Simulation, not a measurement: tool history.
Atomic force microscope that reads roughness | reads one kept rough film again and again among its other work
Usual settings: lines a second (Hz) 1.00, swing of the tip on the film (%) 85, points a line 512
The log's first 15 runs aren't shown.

run     day  lines a second (Hz)  swing of the tip on the film (%)  points a line  pictures with this tip  hours of work since the height scale was calibrated  roughness of the kept film (nm (root mean square))
 16  30.712                 1.00                                85            512                     142                                                 1202                                               2.329
     31.908  -- new tip fitted
 17  33.442                 1.00                                85            512                      51                                                 1242                                               2.308
 18  36.071                 3.14                                85            512                     140                                                 1281                                               2.101
     37.338  -- new tip fitted
 19  37.558                 3.75                                85            512                       7                                                 1302                                               2.064
 20  39.800                 3.19                                72            553                      83                                                 1335                                               2.252
 21  41.925                 3.19                                72            553                     155                                                 1366                                               2.237
     42.700  -- new tip fitted
 22  43.312                 3.19                                72            553                      21                                                 1387                                               2.243
 23  46.146                 3.48                                80            508                     117                                                 1428                                               2.142
     48.129  -- new tip fitted
 24  48.129                 2.36                                61            638                       0                                                 1457                                               2.357
 25  49.450                 2.62                                85            371                      45                                                 1477                                               2.184
 26  52.304                 2.62                                85            371                     142                                                 1519                                               2.161
     53.596  -- new tip fitted
 27  53.712                 1.29                                57            294                       4                                                 1539                                               2.365
 28  55.633                 3.02                                76            490                      69                                                 1567                                               2.204
 29  57.517                 0.87                                82            800                     132                                                 1595                                               2.334
     59.038  -- new tip fitted
 30  59.679                 1.00                                88            693                      22                                                 1627                                               2.297
 31  61.183                 2.07                                88            885                      73                                                 1649                                               2.190
 32  63.188                 0.71                                81            512                     141                                                 1678                                               2.339
     64.479  -- new tip fitted
 33  64.942                 1.00                                65            512                      15                                                 1704                                               2.383
 34  67.304                 1.15                                60            460                      95                                                 1738                                               2.363
 35  69.588                 1.00                                63            628                     172                                                 1772                                               2.382
     69.996  -- new tip fitted
 36  71.425                 1.00                                63            437                      48                                                 1799                                               2.380
 37  73.071                 1.00                                63            908                     104                                                 1823                                               2.397

Forecast each of these 5 alternatives for the next run:
  A  75.217                 1.00                                63            908                     176                                                 1855                                                   ?
  B  75.217                 3.73                                82            497                     176                                                 1855                                                   ?
  C  75.217                 1.64                                69            281                     176                                                 1855                                                   ?
  D  75.217                 1.00                                85            267                     176                                                 1855                                                   ?
  E  75.217                 0.51                                62            908                     176                                                 1855                                                   ?

run  roughness of the kept film (nm (root mean square))
  A                                               2.383
  B                                               2.098
  C                                               2.310
  D                                               2.291
  E                                               2.386
Without the tool's hidden state the same runs would have given:
run  roughness of the kept film (nm (root mean square))
  A                                               2.392
  B                                               2.106
  C                                               2.318
  D                                               2.299
  E                                               2.395
